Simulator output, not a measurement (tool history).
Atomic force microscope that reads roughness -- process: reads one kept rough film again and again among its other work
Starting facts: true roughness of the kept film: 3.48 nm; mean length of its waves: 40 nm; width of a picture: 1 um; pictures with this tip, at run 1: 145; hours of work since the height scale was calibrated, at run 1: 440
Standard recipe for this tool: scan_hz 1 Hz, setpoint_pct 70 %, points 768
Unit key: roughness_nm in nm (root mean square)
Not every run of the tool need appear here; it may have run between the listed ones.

| run | day | scan_hz | setpoint_pct | points | pictures with this tip | hours of work since the height scale was calibrated | roughness_nm |
|---|---|---|---|---|---|---|---|
| 1 | 0 | 1 | 70 | 768 | 145 | 440 | 3.175 |
| 2 | 1.038 | 1 | 70 | 768 | 172 | 456 | 3.169 |
| 3 | 1.75 | 1 | 70 | 768 | 191 | 467 | 3.178 |
| 4 | 2.667 | 1 | 70 | 768 | 215 | 482 | 3.187 |
| 5 | 3.833 | 1 | 70 | 768 | 246 | 500 | 3.176 |
| 6 | 4.583 | 1 | 70 | 768 | 266 | 512 | 3.171 |
| 7 | 5.517 | 1 | 70 | 768 | 290 | 527 | 3.167 |
| 8 | 6.525 | 1 | 70 | 768 | 317 | 543 | 3.165 |
|  | 6.979 | new tip fitted |
| 9 | 7.446 | 1 | 70 | 768 | 13 | 557 | 3.182 |
| 10 | 8.467 | 1 | 70 | 768 | 40 | 574 | 3.178 |
| 11 | 9.546 | 1 | 70 | 768 | 68 | 591 | 3.195 |
| 12 | 10.433 | 1 | 70 | 768 | 91 | 605 | 3.174 |
| 13 | 11.458 | 1 | 70 | 768 | 118 | 621 | 3.15 |
| 14 | 11.962 | 1 | 70 | 338 | 132 | 629 | 3.162 |
| 15 | 13.012 | 1 | 70 | 338 | 159 | 646 | 3.158 |
| 16 | 14.058 | 0.66 | 74 | 351 | 187 | 662 | 3.184 |
| 17 | 14.946 | 2.25 | 86 | 768 | 210 | 676 | 2.822 |
| 18 | 15.45 | 0.8 | 74 | 321 | 224 | 684 | 3.165 |
| 19 | 16.621 | 0.71 | 78 | 321 | 255 | 703 | 3.155 |
| 20 | 17.754 | 0.71 | 78 | 321 | 284 | 721 | 3.145 |
| 21 | 18.3 | 3.29 | 75 | 502 | 299 | 730 | 2.875 |
| 22 | 19.267 | 3.46 | 75 | 437 | 324 | 745 | 2.841 |
|  | 19.5 | new tip fitted |
| 23 | 20.158 | 3.46 | 68 | 388 | 17 | 759 | 2.972 |
| 24 | 20.65 | 2.78 | 86 | 561 | 30 | 767 | 2.739 |

Expected results for the next run?
| 25 | 21.562 | 1.3 | 70 | 354 | 54 | 781 | ? |

Run 25 measured roughness_nm 3.138 nm (root mean square).
With no hidden state in the tool, this same run would have given roughness_nm 3.139 nm (root mean square).
